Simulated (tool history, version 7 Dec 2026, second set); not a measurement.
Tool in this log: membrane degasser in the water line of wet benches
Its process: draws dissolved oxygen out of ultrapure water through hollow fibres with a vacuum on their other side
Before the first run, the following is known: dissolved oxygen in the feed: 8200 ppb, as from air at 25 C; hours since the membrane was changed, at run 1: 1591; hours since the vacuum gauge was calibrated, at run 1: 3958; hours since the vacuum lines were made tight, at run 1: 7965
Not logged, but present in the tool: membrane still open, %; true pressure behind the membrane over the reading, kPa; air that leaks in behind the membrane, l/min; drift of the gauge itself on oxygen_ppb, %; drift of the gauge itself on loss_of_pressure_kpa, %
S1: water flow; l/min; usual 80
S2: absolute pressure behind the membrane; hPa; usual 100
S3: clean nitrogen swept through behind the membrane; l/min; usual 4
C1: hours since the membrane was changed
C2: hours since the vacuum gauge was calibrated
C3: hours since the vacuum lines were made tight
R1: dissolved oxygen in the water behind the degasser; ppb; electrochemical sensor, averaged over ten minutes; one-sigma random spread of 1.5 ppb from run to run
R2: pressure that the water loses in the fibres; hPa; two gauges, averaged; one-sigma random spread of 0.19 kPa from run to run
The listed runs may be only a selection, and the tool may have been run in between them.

Run 1, hour 0: usual settings; C1 1591; C2 3958; C3 7965. Result: R1 304.4 ppb, R2 359.9 hPa.
Run 2, hour 50.4: usual settings; C1 1641; C2 4008; C3 8016. Result: R1 301.8 ppb, R2 362.3 hPa.
Run 3, hour 102.2: usual settings; C1 1693; C2 4060; C3 8067. Result: R1 303.5 ppb, R2 359.4 hPa.
Run 4, hour 131.5: usual settings; C1 1723; C2 4089; C3 8097. Result: R1 301.2 ppb, R2 363 hPa.
Run 5, hour 166.4: usual settings but S3 1.83 l/min; C1 1757; C2 4124; C3 8132. Result: R1 562.7 ppb, R2 362 hPa.
Run 6, hour 208.8: usual settings but S3 8.66 l/min; C1 1800; C2 4166; C3 8174. Result: R1 157.3 ppb, R2 362.9 hPa.
Run 7, hour 254.3: usual settings but S3 8.66 l/min; C1 1845; C2 4212; C3 8220. Result: R1 157.5 ppb, R2 363.3 hPa.
Run 8, hour 285.6: usual settings but S3 8.66 l/min; C1 1877; C2 4243; C3 8251. Result: R1 156.5 ppb, R2 362 hPa.
Run 9, hour 309.6: usual settings but S3 8.66 l/min; C1 1901; C2 4267; C3 8275. Result: R1 156.5 ppb, R2 360.6 hPa.
Run 10, hour 349.3: usual settings but S1 102 l/min, S3 8.51 l/min; C1 1940; C2 4307; C3 8315. Result: R1 219.9 ppb, R2 460.1 hPa.
Run 11, hour 380.7: usual settings but S1 81 l/min, S2 203 hPa, S3 5.54 l/min; C1 1972; C2 4338; C3 8346. Result: R1 541.7 ppb, R2 366.7 hPa.
Run 12, hour 418.2: usual settings but S1 81 l/min, S2 203 hPa, S3 5.54 l/min; C1 2009; C2 4376; C3 8383. Result: R1 541.8 ppb, R2 364.2 hPa.
Run 13, hour 468: usual settings but S1 128 l/min; C1 2059; C2 4426; C3 8433. Result: R1 509.7 ppb, R2 580.5 hPa.
Run 14, hour 495.5: usual settings but S1 62 l/min, S2 193 hPa; C1 2087; C2 4453; C3 8461. Result: R1 525.6 ppb, R2 280.2 hPa.
Run 15, hour 520.6: usual settings but S1 112 l/min, S2 115 hPa, S3 2.23 l/min; C1 2112; C2 4478; C3 8486. Result: R1 773.6 ppb, R2 503.1 hPa.

Each row is a separate what-if for the run after 15, all from the same tool condition, not one after another. Results?
Run A, hour 558.9: usual settings but S1 82 l/min, S3 6.43 l/min; C1 2150; C2 4516; C3 8524. Result: R1 ?, R2 ?.
Run B, hour 558.9: usual settings but S1 56 l/min; C1 2150; C2 4516; C3 8524. Result: R1 ?, R2 ?.
Run C, hour 558.9: usual settings but S1 112 l/min, S2 82 hPa, S3 2.23 l/min; C1 2150; C2 4516; C3 8524. Result: R1 ?, R2 ?.

run     R1     R2
  A  205.1  368.2
  B  210.4  252.5
  C    500  505.8
The same runs, with their run-to-run variation unchanged, on a tool lacking any hidden condition would have given:
run     R1     R2
  A  210.6  368.1
  B  216.1  252.4
  C  513.4  505.7

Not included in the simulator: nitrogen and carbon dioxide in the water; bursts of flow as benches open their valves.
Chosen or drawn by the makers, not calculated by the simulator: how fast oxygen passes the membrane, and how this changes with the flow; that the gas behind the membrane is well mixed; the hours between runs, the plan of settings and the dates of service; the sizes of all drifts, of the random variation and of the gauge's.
